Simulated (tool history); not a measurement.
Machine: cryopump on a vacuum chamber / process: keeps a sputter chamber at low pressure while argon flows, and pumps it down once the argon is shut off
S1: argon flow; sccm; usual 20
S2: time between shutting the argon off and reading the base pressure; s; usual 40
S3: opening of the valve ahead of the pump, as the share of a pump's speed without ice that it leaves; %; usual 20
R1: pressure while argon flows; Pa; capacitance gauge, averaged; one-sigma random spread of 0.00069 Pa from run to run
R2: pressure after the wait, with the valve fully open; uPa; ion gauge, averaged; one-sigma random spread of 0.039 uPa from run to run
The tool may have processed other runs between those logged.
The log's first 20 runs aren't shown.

Run 21, hour 862.2: usual settings but S1 18 sccm, S2 23 s, S3 57 %. Result: R1 0.0438 Pa, R2 4.39 uPa.
Run 22, hour 919.1: usual settings but S1 18 sccm, S2 23 s, S3 57 %. Result: R1 0.0446 Pa, R2 4.38 uPa.
Run 23, hour 978.2: usual settings but S1 18 sccm, S2 23 s, S3 57 %. Result: R1 0.0450 Pa, R2 4.45 uPa.
Run 24, hour 1006.9: usual settings but S1 11 sccm, S2 23 s, S3 36 %. Result: R1 0.0416 Pa, R2 4.54 uPa.
Run 25, hour 1064.8: usual settings but S2 70 s. Result: R1 0.1283 Pa, R2 2.15 uPa.
At hour 1092.6: pump warmed up, emptied and cooled again.
Run 26, hour 1129.8: usual settings but S1 19 sccm, S2 192 s, S3 22 %. Result: R1 0.1025 Pa, R2 1.15 uPa.
Run 27, hour 1161.7: usual settings but S1 23 sccm, S2 34 s, S3 46 %. Result: R1 0.0601 Pa, R2 3.12 uPa.
Run 28, hour 1210.6: usual settings but S1 23 sccm, S2 34 s, S3 46 %. Result: R1 0.0607 Pa, R2 3.11 uPa.
Run 29, hour 1243.3: usual settings but S1 21 sccm, S2 239 s, S3 27 %. Result: R1 0.0938 Pa, R2 1.15 uPa.
Run 30, hour 1289.6: usual settings but S1 21 sccm, S2 239 s, S3 53 %. Result: R1 0.0494 Pa, R2 1.18 uPa.
Run 31, hour 1346.7: usual settings but S1 27 sccm, S2 158 s, S3 53 %. Result: R1 0.0645 Pa, R2 1.30 uPa.
Run 32, hour 1393.9: usual settings but S1 27 sccm, S2 158 s, S3 53 %. Result: R1 0.0647 Pa, R2 1.34 uPa.
Run 33, hour 1434.3: usual settings but S1 9 sccm, S2 158 s, S3 18 %. Result: R1 0.0610 Pa, R2 1.41 uPa.

3 options for the next run, each taken on its own from the tool as it stands now. Forecast them:
Run A, hour 1461.7: usual settings but S2 113 s, S3 48 %. Result: R1 ?, R2 ?.
Run B, hour 1461.7: usual settings but S1 28 sccm, S2 51 s, S3 19 %. Result: R1 ?, R2 ?.
Run C, hour 1461.7: usual settings but S1 9 sccm, S2 158 s, S3 43 %. Result: R1 ?, R2 ?.

run      R1    R2
  A  0.0532  1.63
  B  0.1791  2.56
  C  0.0256  1.41
Without the tool's hidden state the same runs would have given:
run      R1    R2
  A  0.0491  0.91
  B  0.1734  1.84
  C  0.0238  0.71
